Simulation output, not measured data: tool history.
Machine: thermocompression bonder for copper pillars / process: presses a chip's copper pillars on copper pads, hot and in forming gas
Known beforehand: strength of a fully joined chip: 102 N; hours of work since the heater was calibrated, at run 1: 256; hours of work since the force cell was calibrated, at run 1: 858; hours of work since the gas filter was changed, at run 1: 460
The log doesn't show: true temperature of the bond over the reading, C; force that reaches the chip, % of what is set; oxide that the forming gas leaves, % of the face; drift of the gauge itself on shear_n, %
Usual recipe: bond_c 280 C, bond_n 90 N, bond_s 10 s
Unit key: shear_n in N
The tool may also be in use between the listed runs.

run	hour	bond_c	bond_n	bond_s	hours of work since the heater was calibrated	hours of work since the force cell was calibrated	hours of work since the gas filter was changed	shear_n
1	0	280	90	10	256	858	460	52
2	5.1	280	90	10	260	862	464	51.8
3	13.8	280	90	10	267	869	471	51.9
4	18.2	280	90	10	271	872	474	52
# hour 19.5: forming gas filter changed
5	26.7	276	90	10	277	879	6	49.9
6	32.3	276	90	10	281	883	10	50
7	41.1	280	90	10	288	890	17	52.6
8	50.1	280	90	10	295	897	24	52.5
9	55.3	280	90	10	299	901	28	52.5
10	60.3	280	90	10	303	905	32	52.5
11	65.2	280	90	10	307	909	36	52.4
12	74.1	280	90	10	314	916	43	52.5
13	79.7	280	90	9	318	920	47	50.9
14	87.8	280	90	9	325	926	53	50.9
15	95.3	280	90	10	330	932	59	52.7
16	99.9	271	90	10	334	936	63	48.4
17	106.2	271	90	10	339	941	68	48.3
# hour 113.7: gauge calibrated
18	113.7	271	90	10	345	947	74	47.3
19	121.1	280	90	10	351	952	79	51.9
20	126.4	275	90	10	355	957	84	49.3
21	132.8	275	90	10	360	962	89	49.4
22	138.3	275	90	10	364	966	93	49.5
23	142.5	254	123	10	367	969	96	46.4
24	146.6	259	123	17	371	972	99	58.4
25	151.9	285	96	10	375	977	104	56.5
26	157.4	280	110	24	379	981	108	73.6
27	166.4	280	63	24	386	988	115	59.4
28	175.2	251	63	7	393	995	122	26.4
29	182.3	273	118	20	399	1000	127	69.1
30	189.8	273	118	20	404	1006	133	69.3
31	194.9	261	83	22	408	1010	137	54.6
32	201.4	261	83	22	413	1015	142	54.7
33	206	299	110	22	417	1019	146	82.6
34	210	271	90	10	420	1022	149	48.1
# hour 217.6: force cell calibrated
35	218.6	258	67	17	426	1	155	43.5
# hour 223.6: gauge calibrated
36	225.4	258	67	17	431	6	160	42.5
37	232.2	258	67	17	436	11	165	42.6
38	237.5	262	104	6	441	16	169	38.2
39	242.7	288	97	8	445	20	173	53.8
40	249.8	288	97	8	450	25	179	53.8

A few steps of shear_n between consecutive runs. Split each: what settings, incoming material and random variation would produce without the hidden state, and what is left over for the hidden state, along with gauge scatter present in only one of the two compared results (measured, and without hidden state):
Run 17 -> 18: gauge calibrated. shear_n -1 N: hidden state -1.2, all else +0.2.
Run 27 -> 28: bond_c 280 -> 251, bond_s 24 -> 7. shear_n -33 N: hidden state -0.4, all else -32.6.
Run 28 -> 29: bond_c 251 -> 273, bond_n 63 -> 118, bond_s 7 -> 20. shear_n +42.7 N: hidden state +0.8, all else +41.9.
Run 33 -> 34: bond_c 299 -> 271, bond_n 110 -> 90, bond_s 22 -> 10. shear_n -34.5 N: hidden state -0.6, all else -33.9.
Run 35 -> 36: gauge calibrated. shear_n -1 N: hidden state -1, all else +0.
